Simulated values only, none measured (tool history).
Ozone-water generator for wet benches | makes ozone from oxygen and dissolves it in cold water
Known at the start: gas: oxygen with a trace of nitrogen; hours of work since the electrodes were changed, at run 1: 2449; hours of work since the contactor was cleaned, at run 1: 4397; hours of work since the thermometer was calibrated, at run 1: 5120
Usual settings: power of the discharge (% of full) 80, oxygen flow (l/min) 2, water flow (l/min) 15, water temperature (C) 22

run	hour	power of the discharge (% of full)	oxygen flow (l/min)	water flow (l/min)	water temperature (C)	hours of work since the electrodes were changed	hours of work since the contactor was cleaned	hours of work since the thermometer was calibrated	dissolved ozone (ppm)	ozone in the gas ahead of the water (g/m3)
1	0	80	2	15	22	2449	4397	5120	8.8	180.5
2	76.6	80	2	15	22	2505	4453	5175	9	178.6
3	154.6	80	2	15	22	2561	4509	5232	9	179.6
4	244.3	80	2	12	22	2627	4574	5297	11.1	180.5
5	338.7	80	1.39	12	22	2695	4643	5365	10.5	214.8
6	410.7	80	1.15	12	22	2747	4695	5418	10	237.7
7	477.2	80	1.15	12	22	2795	4743	5466	9.9	238.6
8	585.1	80	2	15	22	2874	4822	5544	8.8	176.7
9	678.9	80	2	15	22	2942	4890	5612	8.8	176.3
10	781.3	83	2	15	22	3016	4964	5686	8.7	178.6
# hour 791.9: water thermometer calibrated
11	863.2	83	2	15	22	3075	5023	52	8.7	180
12	930.5	80	2	13	19	3124	5072	101	10.4	178
13	985.8	41	1.95	13	17	3164	5112	141	7.4	123.9
14	1031.6	96	3.11	22	24	3197	5145	174	6.4	152.3
15	1076.3	96	3.11	22	24	3230	5178	206	6.4	152.6
# hour 1102.8: water thermometer calibrated, once more
16	1166.7	46	1.53	15	22	3295	5243	46	6.2	149.2
17	1244.3	43	1.53	21	22	3351	5299	103	4	143.4

Forecast each of these 4 alternatives for the next run:
A	1340.7	65	1.53	15	22	3421	5369	173	?	?
B	1340.7	99	1.85	20	22	3421	5369	173	?	?
C	1340.7	56	1.53	23	22	3421	5369	173	?	?
D	1340.7	43	1.84	21	22	3421	5369	173	?	?

run	dissolved ozone (ppm)	ozone in the gas ahead of the water (g/m3)
A	7.2	175.9
B	6.7	200.6
C	4	164.9
D	4.1	132
Without the tool's hidden state the same runs would have given:
run	dissolved ozone (ppm)	ozone in the gas ahead of the water (g/m3)
A	9.2	201.3
B	9	237.2
C	5.2	186.4
D	5.2	146

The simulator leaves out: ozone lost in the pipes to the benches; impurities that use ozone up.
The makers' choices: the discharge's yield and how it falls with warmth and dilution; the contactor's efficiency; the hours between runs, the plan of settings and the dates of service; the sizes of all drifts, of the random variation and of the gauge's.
